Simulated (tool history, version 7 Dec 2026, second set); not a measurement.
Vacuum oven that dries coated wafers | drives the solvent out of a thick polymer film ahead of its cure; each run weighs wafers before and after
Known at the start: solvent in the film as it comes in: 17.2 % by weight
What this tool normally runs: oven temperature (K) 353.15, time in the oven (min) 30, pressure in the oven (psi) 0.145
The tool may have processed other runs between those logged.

run	hour	oven temperature (K)	time in the oven (min)	pressure in the oven (psi)	solvent left in the film (%)
1	0.0	353.15	30	0.145	3.08
2	30.3	364.15	30	0.145	1.40
3	83.6	353.15	30	0.136	2.98
4	109.4	359.15	30	0.136	1.91
5	162.5	359.15	30	0.136	1.96
6	209.0	359.15	30	0.136	2.01
# hour 261.6: vacuum gauge cleaned of residue and calibrated
7	261.6	359.15	30	0.136	1.69
8	297.6	339.15	20	0.145	8.33
# hour 302.5: oven's thermocouples calibrated
9	351.6	339.15	20	0.145	8.15
10	380.2	353.15	30	0.328	4.01
# hour 401.4: oven's thermocouples calibrated, once more
11	426.3	347.15	16	0.328	8.43
12	461.0	359.15	22	0.268	3.41
13	496.0	353.15	30	0.133	2.81

How would selected steps in solvent left in the film (%) from run to run divide? Give the signed amount a tool lacking its hidden state would still show from settings, what came in and random variation, and the signed amount left for the hidden state, including any gauge scatter that is not in both of the compared results.
Unlogged tool condition in this case: true wafer temperature over the reading, C; true pressure over the reading, kPa; drift of the gauge itself on solvent_pct, %.
Run 6 -> 7: vacuum gauge cleaned of residue and calibrated. solvent left in the film (%) -0.32: hidden state -0.36, all else +0.04.
Run 7 -> 8: oven temperature (K) 359.15 -> 339.15, time in the oven (min) 30 -> 20, pressure in the oven (psi) 0.136 -> 0.145. solvent left in the film (%) +6.64: hidden state -0.07, all else +6.71.
